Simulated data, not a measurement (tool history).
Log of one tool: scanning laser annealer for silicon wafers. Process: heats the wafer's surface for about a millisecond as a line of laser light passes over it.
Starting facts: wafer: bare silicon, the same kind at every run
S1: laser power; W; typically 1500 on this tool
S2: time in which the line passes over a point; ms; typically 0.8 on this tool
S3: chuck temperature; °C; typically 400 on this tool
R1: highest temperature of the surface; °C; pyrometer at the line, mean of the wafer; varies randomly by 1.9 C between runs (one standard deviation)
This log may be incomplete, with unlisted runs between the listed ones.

run,hour,S1,S2,S3,R1
1,0,1500,0.8,400,1205
2,62.4,1343,0.8,400,1093
3,119.3,1343,0.8,400,1095
4,191.5,1343,0.8,400,1092
5,261.4,1343,0.8,400,1094
6,307,1343,0.8,400,1097
7,370.5,1500,0.8,393,1198
8,412.5,1500,0.8,393,1198
9,469.6,1500,0.8,400,1205
10,534.2,1500,0.8,400,1204
11,602.4,1396,0.8,400,1129
12,648.8,1552,0.882,371,1260
13,707.4,1315,0.758,401,1057
14,785.7,1536,0.758,399,1204
15,837.5,1536,0.758,399,1206
16,885.6,1355,0.8,400,1101
17,951.5,1355,0.8,400,1103
18,1012.8,1355,0.8,400,1101
19,1059.5,1355,0.8,400,1105
# hour 1089.1: optics aligned, line set to its width
20,1135.3,1534,0.622,400,1125

Predict each of these 3 candidate next runs independently; none follows another, all start after run 20:
A,1176.3,1587,0.8,435,?
B,1176.3,1614,0.622,383,?
C,1176.3,1291,0.8,375,?

run,R1
A,1301
B,1158
C,1033
Had the tool no hidden state, the same runs would have come out as:
run,R1
A,1301
B,1158
C,1033

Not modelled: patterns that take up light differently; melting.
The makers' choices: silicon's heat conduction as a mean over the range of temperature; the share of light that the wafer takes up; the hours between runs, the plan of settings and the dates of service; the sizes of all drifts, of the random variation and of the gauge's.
